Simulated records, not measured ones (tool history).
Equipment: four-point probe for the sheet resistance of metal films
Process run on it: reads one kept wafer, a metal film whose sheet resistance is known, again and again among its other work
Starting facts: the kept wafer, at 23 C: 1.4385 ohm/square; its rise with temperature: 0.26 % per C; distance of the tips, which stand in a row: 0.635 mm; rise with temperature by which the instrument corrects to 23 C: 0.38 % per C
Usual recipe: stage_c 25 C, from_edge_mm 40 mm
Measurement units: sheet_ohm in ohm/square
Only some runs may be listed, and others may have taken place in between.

run	hour	stage_c	from_edge_mm	sheet_ohm
1	0	25	40	1.433936
2	22.7	25	40	1.433563
3	48	25	40	1.434407
4	62.5	25	40	1.433337
5	78.9	22	40	1.438985
6	97.4	25	4	1.452775
7	121.1	25	4	1.453143
8	142.3	25	4	1.452681
9	159.9	25	4	1.453219
10	173.2	25	4	1.453158
11	202.2	27	29	1.430622
12	215.3	27	16	1.431841
13	228.1	29	72	1.427056
14	255.8	31	40	1.424057
15	287.3	27	64	1.430718
16	307.6	27	64	1.430091
17	324.3	27	64	1.430259
18	348.3	18	13	1.447015
19	366.4	24	18	1.435839
20	396.4	23	36	1.437127

How would selected steps in sheet_ohm from run to run divide? Give the signed amount a tool lacking its hidden state would still show from settings, what came in and random variation, and the signed amount left for the hidden state, including any gauge scatter that is not in both of the compared results.
Hidden state at play: inner tips' distance over the nominal, %; tips' flats over new ones', %; wafer's true temperature over the reading, C; drift of the gauge itself on sheet_ohm, %.
Run 5 -> 6: stage_c 22 -> 25, from_edge_mm 40 -> 4. sheet_ohm +0.01379 ohm/square: hidden state -0.000033, all else +0.013823.
Run 10 -> 11: stage_c 25 -> 27, from_edge_mm 4 -> 29. sheet_ohm -0.022536 ohm/square: hidden state +0.000003, all else -0.022539.
Run 13 -> 14: stage_c 29 -> 31, from_edge_mm 72 -> 40. sheet_ohm -0.002999 ohm/square: hidden state -0.000016, all else -0.002983.
Run 17 -> 18: stage_c 27 -> 18, from_edge_mm 64 -> 13. sheet_ohm +0.016756 ohm/square: hidden state -0.000001, all else +0.016757.

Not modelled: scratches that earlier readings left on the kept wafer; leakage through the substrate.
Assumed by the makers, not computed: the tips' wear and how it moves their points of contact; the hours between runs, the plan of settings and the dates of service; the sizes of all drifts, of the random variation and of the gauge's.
